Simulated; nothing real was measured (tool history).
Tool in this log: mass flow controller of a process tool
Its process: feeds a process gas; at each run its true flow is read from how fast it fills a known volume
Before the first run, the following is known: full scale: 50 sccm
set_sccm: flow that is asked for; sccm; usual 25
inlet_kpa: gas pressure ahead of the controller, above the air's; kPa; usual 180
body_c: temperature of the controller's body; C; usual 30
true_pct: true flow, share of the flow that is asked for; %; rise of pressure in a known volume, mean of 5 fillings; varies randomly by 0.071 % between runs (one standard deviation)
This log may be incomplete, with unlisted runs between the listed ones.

run	hour	set_sccm	inlet_kpa	body_c	true_pct
1	0	25	180	30	100.08
2	137.7	25	180	35	100.54
3	261.2	25	180	35	100.45
4	435.9	25	180	35	100.5
5	567.6	25	180	35	100.4
6	769.1	25	180	35	100.34
7	975.7	25	180	35	100.34
8	1181.9	25	180	30	100.02
9	1351.5	25	180	30	99.89
10	1535.5	25	145	30	99.85
11	1707.7	25	145	30	99.84
12	1842.8	25	180	30	99.81
13	2029.1	25	180	30	99.8
14	2136.8	18	180	30	99.64
15	2269.6	30	180	30	99.77
16	2431.3	30	180	30	99.8
17	2625.2	30	180	30	99.76
18	2758.7	9	180	30	99.61
19	2976.7	25	180	30	99.61
20	3086.3	25	180	33	99.94
21	3181.8	25	180	25	99.17
22	3327.9	17	167	27	99.2
23	3484.5	35	169	30	99.58
24	3656.5	46	243	24	99.31
25	3799.2	46	243	40	100.7
26	3910.2	23	243	23	99.11
27	4097.4	7	205	30	99.43
28	4294.4	7	205	30	99.45
29	4494.7	22	165	23	98.59
30	4631.7	22	149	23	98.68
31	4824.7	22	149	23	98.69
32	4989.6	15	177	30	100.13
33	5185.6	25	225	30	100.1
34	5325.9	10	150	37	100.41
35	5504	21	144	30	99.91
36	5721.5	12	144	26	99.63
37	5922.7	12	242	26	99.95
38	6120.6	20	180	30	99.9
39	6273.8	18	256	30	100.18
40	6449.2	18	256	30	100

Not shown: 1 entry that the log had between the listed runs. Between which runs, and how does the tool's hidden state differ before and after?
Between runs 31 and 32: gauge calibrated (hour 4940.2)
  drift of the gauge itself on true_pct, %: -0.83 -> -0.01
  measured less the result without the state, true_pct: -0.82 -> +0 %
